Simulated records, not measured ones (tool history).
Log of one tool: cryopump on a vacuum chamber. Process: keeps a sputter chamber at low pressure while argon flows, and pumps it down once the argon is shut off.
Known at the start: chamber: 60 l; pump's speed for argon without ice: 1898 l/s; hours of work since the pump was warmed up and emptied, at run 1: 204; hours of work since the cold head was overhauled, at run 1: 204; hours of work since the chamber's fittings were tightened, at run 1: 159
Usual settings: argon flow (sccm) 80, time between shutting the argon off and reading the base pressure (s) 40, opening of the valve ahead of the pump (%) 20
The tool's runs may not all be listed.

run	hour	argon flow (sccm)	time between shutting the argon off and reading the base pressure (s)	opening of the valve ahead of the pump (%)	hours of work since the pump was warmed up and emptied	hours of work since the cold head was overhauled	hours of work since the chamber's fittings were tightened	pressure while argon flows (Pa)	pressure after the wait (uPa)
1	0.0	80	40	20	204	204	159	0.3650	2.09
2	7.9	80	40	55	207	207	162	0.1377	2.06
3	19.3	80	40	55	212	212	167	0.1398	2.08
4	32.4	37	40	20	217	217	172	0.1696	2.06
5	47.1	80	40	20	223	223	178	0.3663	2.10
6	56.4	80	194	20	227	227	182	0.3658	0.68
7	62.9	80	194	20	229	229	184	0.3652	0.66
8	76.6	78	40	20	235	235	190	0.3583	2.04
9	86.7	78	40	20	239	239	194	0.3536	2.09
10	93.3	78	40	20	242	242	197	0.3596	2.04
11	106.9	80	40	20	247	247	202	0.3667	2.04
12	122.5	80	40	20	254	254	209	0.3664	2.11
13	134.8	46	40	20	259	259	214	0.2087	2.09
14	147.5	46	40	20	264	264	219	0.2118	2.09
15	158.7	46	40	20	268	268	223	0.2099	2.12
16	166.7	80	141	20	271	271	226	0.3657	0.84
17	173.3	80	141	20	274	274	229	0.3689	0.82
18	181.1	53	102	60	277	277	232	0.0874	1.04
19	189.2	59	123	35	281	281	236	0.1605	0.90
20	195.6	134	134	57	283	283	238	0.2279	0.88
21	206.3	103	40	49	288	288	243	0.2017	2.14
22	220.0	80	40	17	293	293	248	0.4279	2.10
23	232.9	52	80	21	298	298	253	0.2278	1.21
24	240.0	52	182	24	301	301	256	0.2003	0.72
25	254.7	56	59	27	307	307	262	0.1936	1.57
26	268.1	56	59	27	313	313	268	0.1912	1.52
27	276.9	56	59	27	316	316	271	0.1941	1.49
28	291.4	56	28	16	322	322	277	0.3249	2.91
29	300.6	40	40	20	326	326	281	0.1855	2.16

Forecast run 30:
30	315.0	43	173	27	332	332	287	?	?

{"run 30": {"pressure while argon flows (Pa)": 0.1488, "pressure after the wait (uPa)": 0.73}}
Without the tool's hidden state the same run would have given pressure while argon flows (Pa) 0.1417, pressure after the wait (uPa) 0.53.
